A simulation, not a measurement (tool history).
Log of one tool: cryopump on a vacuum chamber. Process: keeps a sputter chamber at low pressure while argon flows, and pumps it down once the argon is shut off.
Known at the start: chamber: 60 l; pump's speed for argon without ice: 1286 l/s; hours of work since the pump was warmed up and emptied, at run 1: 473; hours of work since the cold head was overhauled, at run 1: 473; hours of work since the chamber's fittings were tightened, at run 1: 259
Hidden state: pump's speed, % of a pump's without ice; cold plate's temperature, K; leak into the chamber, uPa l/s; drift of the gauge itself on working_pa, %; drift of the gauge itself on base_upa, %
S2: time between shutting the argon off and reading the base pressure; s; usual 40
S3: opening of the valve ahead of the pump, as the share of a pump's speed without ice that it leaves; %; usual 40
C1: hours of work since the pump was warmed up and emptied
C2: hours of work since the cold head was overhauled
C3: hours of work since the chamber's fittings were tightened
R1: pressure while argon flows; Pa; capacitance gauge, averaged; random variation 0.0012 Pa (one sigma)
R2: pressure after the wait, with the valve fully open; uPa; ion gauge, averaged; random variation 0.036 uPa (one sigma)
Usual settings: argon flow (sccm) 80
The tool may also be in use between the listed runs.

run 1 hour=0.0 | argon_flow_(sccm)=80 S2=40 S3=40 | C1=473 C2=473 C3=259 | R1=0.2929 R2=2.20
run 2 hour=41.7 | argon_flow_(sccm)=80 S2=40 S3=40 | C1=494 C2=494 C3=280 | R1=0.2942 R2=2.20
run 3 hour=78.8 | argon_flow_(sccm)=80 S2=40 S3=40 | C1=514 C2=514 C3=299 | R1=0.2960 R2=2.20
run 4 hour=101.8 | argon_flow_(sccm)=80 S2=40 S3=40 | C1=525 C2=525 C3=311 | R1=0.2959 R2=2.17
-- hour=126.2 pump warmed up, emptied and cooled again
run 5 hour=152.3 | argon_flow_(sccm)=80 S2=40 S3=40 | C1=14 C2=549 C3=335 | R1=0.2631 R2=2.10
run 6 hour=190.0 | argon_flow_(sccm)=80 S2=40 S3=40 | C1=33 C2=568 C3=354 | R1=0.2651 R2=2.13
run 7 hour=218.9 | argon_flow_(sccm)=80 S2=40 S3=24 | C1=48 C2=583 C3=369 | R1=0.4404 R2=2.13
run 8 hour=261.7 | argon_flow_(sccm)=80 S2=40 S3=40 | C1=70 C2=606 C3=391 | R1=0.2676 R2=2.07
run 9 hour=283.6 | argon_flow_(sccm)=80 S2=40 S3=40 | C1=81 C2=617 C3=403 | R1=0.2692 R2=2.10
run 10 hour=330.5 | argon_flow_(sccm)=80 S2=40 S3=40 | C1=106 C2=641 C3=427 | R1=0.2708 R2=2.14
run 11 hour=370.4 | argon_flow_(sccm)=80 S2=40 S3=40 | C1=126 C2=662 C3=447 | R1=0.2709 R2=2.10
run 12 hour=391.7 | argon_flow_(sccm)=80 S2=50 S3=40 | C1=137 C2=673 C3=458 | R1=0.2694 R2=1.75
run 13 hour=413.5 | argon_flow_(sccm)=80 S2=40 S3=40 | C1=149 C2=684 C3=470 | R1=0.2691 R2=2.17
run 14 hour=445.5 | argon_flow_(sccm)=80 S2=40 S3=40 | C1=165 C2=701 C3=486 | R1=0.2717 R2=2.12
run 15 hour=474.3 | argon_flow_(sccm)=42 S2=40 S3=40 | C1=180 C2=715 C3=501 | R1=0.1441 R2=2.14
run 16 hour=500.1 | argon_flow_(sccm)=38 S2=40 S3=40 | C1=193 C2=729 C3=515 | R1=0.1301 R2=2.16
run 17 hour=525.3 | argon_flow_(sccm)=38 S2=40 S3=40 | C1=206 C2=742 C3=528 | R1=0.1302 R2=2.17
run 18 hour=575.4 | argon_flow_(sccm)=38 S2=68 S3=40 | C1=232 C2=768 C3=553 | R1=0.1319 R2=1.42
run 19 hour=610.0 | argon_flow_(sccm)=41 S2=40 S3=30 | C1=250 C2=786 C3=571 | R1=0.1881 R2=2.16
run 20 hour=636.3 | argon_flow_(sccm)=124 S2=26 S3=24 | C1=264 C2=799 C3=585 | R1=0.7049 R2=3.05
run 21 hour=679.4 | argon_flow_(sccm)=124 S2=26 S3=24 | C1=286 C2=821 C3=607 | R1=0.7080 R2=3.12
run 22 hour=729.5 | argon_flow_(sccm)=124 S2=26 S3=24 | C1=312 C2=847 C3=633 | R1=0.7111 R2=3.13
run 23 hour=751.7 | argon_flow_(sccm)=73 S2=49 S3=60 | C1=323 C2=859 C3=645 | R1=0.1771 R2=1.91
run 24 hour=795.4 | argon_flow_(sccm)=80 S2=104 S3=28 | C1=346 C2=881 C3=667 | R1=0.3970 R2=1.06
run 25 hour=833.5 | argon_flow_(sccm)=80 S2=104 S3=28 | C1=366 C2=901 C3=687 | R1=0.3971 R2=1.12
run 26 hour=873.3 | argon_flow_(sccm)=116 S2=90 S3=18 | C1=386 C2=922 C3=707 | R1=0.8783 R2=1.22
run 27 hour=910.4 | argon_flow_(sccm)=100 S2=104 S3=15 | C1=405 C2=941 C3=727 | R1=0.9146 R2=1.13
run 28 hour=947.4 | argon_flow_(sccm)=100 S2=104 S3=15 | C1=425 C2=960 C3=746 | R1=0.9105 R2=1.14
run 29 hour=983.2 | argon_flow_(sccm)=100 S2=104 S3=15 | C1=443 C2=979 C3=764 | R1=0.9065 R2=1.14
run 30 hour=1011.4 | argon_flow_(sccm)=100 S2=104 S3=15 | C1=458 C2=993 C3=779 | R1=0.9073 R2=1.15
run 31 hour=1053.4 | argon_flow_(sccm)=100 S2=104 S3=15 | C1=479 C2=1015 C3=801 | R1=0.9144 R2=1.14
run 32 hour=1088.5 | argon_flow_(sccm)=100 S2=104 S3=15 | C1=498 C2=1033 C3=819 | R1=0.9202 R2=1.20
run 33 hour=1137.2 | argon_flow_(sccm)=80 S2=233 S3=33 | C1=523 C2=1058 C3=844 | R1=0.3525 R2=0.80
-- hour=1166.8 pump warmed up, emptied and cooled again
run 34 hour=1170.9 | argon_flow_(sccm)=80 S2=233 S3=33 | C1=2 C2=1073 C3=859 | R1=0.3215 R2=0.67
run 35 hour=1205.8 | argon_flow_(sccm)=80 S2=233 S3=33 | C1=20 C2=1091 C3=877 | R1=0.3200 R2=0.72

3 ways to go on from here, each from the tool as it stands after run 35. What would each give?
run A hour=1232.9 | argon_flow_(sccm)=80 S2=282 S3=33 | C1=34 C2=1105 C3=891 | R1=? R2=?
run B hour=1232.9 | argon_flow_(sccm)=76 S2=88 S3=40 | C1=34 C2=1105 C3=891 | R1=? R2=?
run C hour=1232.9 | argon_flow_(sccm)=80 S2=157 S3=33 | C1=34 C2=1105 C3=891 | R1=? R2=?

run=A R1=0.3193 R2=0.67
run=B R1=0.2526 R2=1.24
run=C R1=0.3247 R2=0.88
Without the tool's hidden state the same runs would have given:
run=A R1=0.3152 R2=0.49
run=B R1=0.2487 R2=1.07
run=C R1=0.3206 R2=0.70
